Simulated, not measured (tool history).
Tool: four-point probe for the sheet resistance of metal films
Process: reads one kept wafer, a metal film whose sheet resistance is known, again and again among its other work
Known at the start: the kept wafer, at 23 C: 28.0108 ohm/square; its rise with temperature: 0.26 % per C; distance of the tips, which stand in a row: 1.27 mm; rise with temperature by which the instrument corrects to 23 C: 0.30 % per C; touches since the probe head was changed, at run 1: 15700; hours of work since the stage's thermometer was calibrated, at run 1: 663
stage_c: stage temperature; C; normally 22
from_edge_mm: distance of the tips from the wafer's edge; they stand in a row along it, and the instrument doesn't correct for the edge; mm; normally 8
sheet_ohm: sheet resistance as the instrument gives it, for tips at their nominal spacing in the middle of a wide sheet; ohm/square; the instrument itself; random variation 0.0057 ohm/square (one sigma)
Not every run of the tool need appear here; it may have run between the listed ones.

| run | day | stage_c | from_edge_mm | touches since the probe head was changed | hours of work since the stage's thermometer was calibrated | sheet_ohm |
|---|---|---|---|---|---|---|
| 1 | 0.000 | 22 | 8 | 15700 | 663 | 28.199160 |
| 2 | 2.346 | 23 | 8 | 16926 | 686 | 28.176659 |
| 3 | 4.754 | 23 | 8 | 18184 | 710 | 28.175056 |
| 4 | 6.642 | 22 | 3 | 19171 | 729 | 30.244462 |
| 5 | 8.529 | 34 | 8 | 20156 | 748 | 28.052616 |
| 6 | 10.875 | 34 | 30 | 21382 | 772 | 27.707096 |
| 7 | 14.104 | 34 | 30 | 23070 | 804 | 27.712764 |
| 8 | 15.908 | 20 | 44 | 24011 | 822 | 27.817153 |
| 9 | 19.029 | 20 | 44 | 25642 | 853 | 27.821098 |
| 10 | 20.642 | 23 | 7 | 26486 | 869 | 28.256283 |
| 11 | 23.229 | 22 | 10 | 27838 | 895 | 28.029772 |
| 12 | 26.900 | 25 | 18 | 29756 | 932 | 27.814230 |
| 13 | 28.642 | 22 | 10 | 30664 | 949 | 27.998190 |

Consider 4 possible next runs. They are alternatives, not a sequence: every one starts from the tool as it was left by run 13. What does each give?
| A | 30.704 | 21 | 8 | 31743 | 970 | ? |
| B | 30.704 | 24 | 10 | 31743 | 970 | ? |
| C | 30.704 | 31 | 61 | 31743 | 970 | ? |
| D | 30.704 | 22 | 62 | 31743 | 970 | ? |

| run | sheet_ohm |
|---|---|
| A | 28.145994 |
| B | 27.983047 |
| C | 27.685054 |
| D | 27.766448 |
Stripped of hidden state, with their random variation kept, the same runs would have yielded:
| run | sheet_ohm |
|---|---|
| A | 28.402585 |
| B | 28.238040 |
| C | 27.937032 |
| D | 28.019746 |
